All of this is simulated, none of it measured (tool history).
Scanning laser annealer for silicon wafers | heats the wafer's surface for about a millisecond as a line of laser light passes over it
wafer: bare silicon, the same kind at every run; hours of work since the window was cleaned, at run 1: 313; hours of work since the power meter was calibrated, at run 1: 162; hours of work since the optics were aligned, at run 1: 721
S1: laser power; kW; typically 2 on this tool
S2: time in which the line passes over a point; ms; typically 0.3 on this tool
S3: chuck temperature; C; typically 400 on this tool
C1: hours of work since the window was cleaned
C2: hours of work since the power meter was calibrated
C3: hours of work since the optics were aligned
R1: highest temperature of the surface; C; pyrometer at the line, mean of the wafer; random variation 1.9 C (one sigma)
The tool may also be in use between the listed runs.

run   hour     S1     S2   S3   C1   C2    C3    R1
  1      0      2    0.3  400  313  162   721  1112
  2   24.1      2  0.213  400  325  173   733  1003
  3   40.6      2  0.327  400  333  181   740  1137
  4   65.7      2  0.327  400  345  193   752  1138
  5   82.3  1.941    0.3  400  352  201   760  1080
  6   98.3      2    0.3  400  360  208   768  1105
  7  114.3  2.044    0.3  400  368  216   775  1126
  8  133.4      2  0.234  400  377  225   785  1027
  9  151.1      2  0.263  400  385  233   793  1063
     165.8  -- window over the wafer cleaned
 10  179.7      2  0.239  400    7  246   806  1057
 11  211.7      2  0.255  400   22  261   821  1079
 12  242.5      2  0.255  400   36  276   835  1078
 13  269.4      2  0.255  414   49  289   848  1086
 14  299.5      2  0.255  414   64  303   863  1088
 15  319.3      2    0.3  400   73  312   872  1127
 16  354.2      2    0.3  400   90  329   889  1124
 17  380.7      2  0.302  400  102  342   901  1128
 18  399.8      2  0.228  400  111  351   910  1033
 19  418.2      2  0.228  400  120  360   919  1037
 20  450.5   1.72  0.334  418  135  375   934  1062
 21  483.8  1.726  0.334  419  151  391   950  1065
 22  517.8  1.797  0.215  402  167  407   966   945
 23  533.6  2.064  0.215  411  175  414   974  1049
 24  559.9  2.035  0.272  400  187  427   986  1100
 25  575.4  2.041  0.221  400  195  434   994  1037
 26  591.6  2.041  0.221  400  202  442  1001  1036
 27  624.3      2  0.221  400  218  457  1017  1016
 28  657.9      2  0.221  400  234  473  1033  1019
 29  672.1      2  0.221  400  241  480  1040  1015
 30  694.7      2  0.221  400  251  491  1050  1015
 31  715.4  2.028  0.221  400  261  501  1060  1025
 32  749.2      2    0.3  368  277  517  1076  1078
 33  769.9  1.998  0.264  406  287  527  1086  1075
 34  800.5      2  0.252  421  302  541  1101  1074
 35  815.6  2.037  0.238  425  309  548  1108  1074

Below are 5 alternative next runs, each starting from the tool's condition after run 35. Predict each:
  A  833.1  2.037  0.243  425  317  557  1116   ?
  B  833.1  2.035  0.247  417  317  557  1116   ?
  C  833.1  1.803  0.248  411  317  557  1116   ?
  D  833.1      2    0.3  361  317  557  1116   ?
  E  833.1      2  0.324  400  317  557  1116   ?

run    R1
  A  1079
  B  1076
  C   989
  D  1072
  E  1136
The same runs, with their run-to-run variation unchanged, on a tool lacking any hidden condition would have given:
run    R1
  A  1107
  B  1103
  C  1013
  D  1101
  E  1167

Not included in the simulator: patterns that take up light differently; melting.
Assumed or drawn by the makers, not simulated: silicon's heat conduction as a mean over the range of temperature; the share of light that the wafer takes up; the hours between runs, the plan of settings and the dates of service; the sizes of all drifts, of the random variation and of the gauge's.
